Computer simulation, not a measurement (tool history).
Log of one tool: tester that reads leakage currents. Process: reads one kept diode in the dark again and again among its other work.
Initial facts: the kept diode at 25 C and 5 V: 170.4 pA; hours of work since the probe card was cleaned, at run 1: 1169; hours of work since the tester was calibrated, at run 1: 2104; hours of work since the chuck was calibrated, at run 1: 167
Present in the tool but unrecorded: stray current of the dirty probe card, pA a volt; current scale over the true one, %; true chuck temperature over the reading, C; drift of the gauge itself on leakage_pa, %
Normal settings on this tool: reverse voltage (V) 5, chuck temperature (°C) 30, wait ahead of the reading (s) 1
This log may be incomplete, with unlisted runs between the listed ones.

run   hour  reverse voltage (V)  chuck temperature (°C)  wait ahead of the reading (s)  hours of work since the probe card was cleaned  hours of work since the tester was calibrated  hours of work since the chuck was calibrated  current that the tester gives (pA)
  1      0                    5                      30                              1                                            1169                                           2104                                           167                              243.63
  2   81.3                    5                      30                              1                                            1228                                           2163                                           226                              241.56
  3  153.4                12.79                      30                              1                                            1280                                           2216                                           279                              344.08
  4  206.4                12.79                      30                              1                                            1319                                           2254                                           317                              343.21
     215.3  -- tester calibrated
  5  290.3                    5                      30                           0.58                                            1379                                             55                                           377                              240.75
  6  365.4                 7.32                      29                           4.27                                            1433                                            109                                           432                              257.13
  7  427.8                 4.34                      29                           0.31                                            1479                                            155                                           477                              213.32
  8  506.4                 2.81                      52                           2.29                                            1536                                            212                                           534                              819.25
     512.9  -- probe card cleaned and baked
     536.2  -- tester calibrated, once more
  9  579.9                 2.81                      52                           2.29                                              47                                             32                                           584                              807.29
 10    637                 2.41                      30                           0.56                                              89                                             73                                           625                              178.96

Entry by entry between the runs, the difference in hidden state between the last listed run before and the first listed run after:
Runs 4 to 5: tester calibrated (hour 215.3)
  stray current of the dirty probe card, pA a volt: 0.562 -> 0.588; current scale over the true one, %: 0.48 -> 0.72; true chuck temperature over the reading, C: -0.44 -> -0.51
  measured value less the no-hidden-state value, current that the tester gives (pA): -1.98 -> -4.1
Runs 8 to 9: probe card cleaned and baked (hour 512.9); tester calibrated, once more (hour 536.2)
  stray current of the dirty probe card, pA a volt: 0.654 -> 0.042; current scale over the true one, %: 0.74 -> -0.02; true chuck temperature over the reading, C: -0.67 -> -0.72
  measured value less the no-hidden-state value, current that the tester gives (pA): -26.51 -> -36.83
